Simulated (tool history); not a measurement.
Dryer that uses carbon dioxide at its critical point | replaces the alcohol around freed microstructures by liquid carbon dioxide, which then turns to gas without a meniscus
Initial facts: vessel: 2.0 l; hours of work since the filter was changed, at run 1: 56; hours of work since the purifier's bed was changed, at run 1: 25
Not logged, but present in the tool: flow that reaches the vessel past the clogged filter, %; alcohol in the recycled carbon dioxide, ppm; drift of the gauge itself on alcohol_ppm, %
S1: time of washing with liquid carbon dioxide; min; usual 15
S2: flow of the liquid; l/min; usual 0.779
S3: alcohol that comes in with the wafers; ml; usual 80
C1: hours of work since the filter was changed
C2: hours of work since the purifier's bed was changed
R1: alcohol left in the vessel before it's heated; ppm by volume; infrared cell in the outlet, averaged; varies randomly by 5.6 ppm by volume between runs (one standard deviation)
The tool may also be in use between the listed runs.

Run 1, hour 0.0: usual settings; C1 56; C2 25. Result: R1 199 ppm by volume.
Run 2, hour 11.9: usual settings; C1 61; C2 30. Result: R1 203 ppm by volume.
Run 3, hour 18.5: usual settings; C1 64; C2 32. Result: R1 220 ppm by volume.
Run 4, hour 25.5: usual settings; C1 66; C2 35. Result: R1 219 ppm by volume.
Run 5, hour 34.7: usual settings; C1 70; C2 39. Result: R1 205 ppm by volume.
Run 6, hour 42.2: usual settings; C1 73; C2 42. Result: R1 217 ppm by volume.
Run 7, hour 55.2: usual settings but S2 0.646 l/min; C1 78; C2 47. Result: R1 510 ppm by volume.
Run 8, hour 64.1: usual settings but S2 0.646 l/min; C1 82; C2 51. Result: R1 529 ppm by volume.
Run 9, hour 71.9: usual settings but S1 18 min, S3 35 ml; C1 85; C2 54. Result: R1 46 ppm by volume.
Run 10, hour 79.2: usual settings but S2 0.566 l/min, S3 33 ml; C1 88; C2 57. Result: R1 380 ppm by volume.
Run 11, hour 86.5: usual settings but S1 17 min, S2 0.732 l/min, S3 118 ml; C1 91; C2 60. Result: R1 243 ppm by volume.
Run 12, hour 93.9: usual settings but S1 19 min, S3 111 ml; C1 94; C2 63. Result: R1 93 ppm by volume.
Run 13, hour 104.9: usual settings but S1 11 min, S2 0.927 l/min, S3 70 ml; C1 98; C2 67. Result: R1 411 ppm by volume.
Run 14, hour 113.9: usual settings but S1 10 min, S2 0.795 l/min, S3 100 ml; C1 102; C2 71. Result: R1 1525 ppm by volume.

5 ways to go on from here, each from the tool as it stands after run 14. What would each give?
Run A, hour 126.5: usual settings but S1 10 min, S2 0.828 l/min, S3 32 ml; C1 107; C2 76. Result: R1 ?.
Run B, hour 126.5: usual settings but S1 11 min, S3 38 ml; C1 107; C2 76. Result: R1 ?.
Run C, hour 126.5: usual settings but S3 21 ml; C1 107; C2 76. Result: R1 ?.
Run D, hour 126.5: usual settings but S1 11 min, S2 0.990 l/min, S3 37 ml; C1 107; C2 76. Result: R1 ?.
Run E, hour 126.5: usual settings but S1 23 min, S2 0.471 l/min, S3 61 ml; C1 107; C2 76. Result: R1 ?.

run   R1
  A  435
  B  458
  C   83
  D  170
  E  262
Stripped of hidden state, with their random variation kept, the same runs would have yielded:
run   R1
  A  318
  B  336
  C   52
  D  111
  E  173
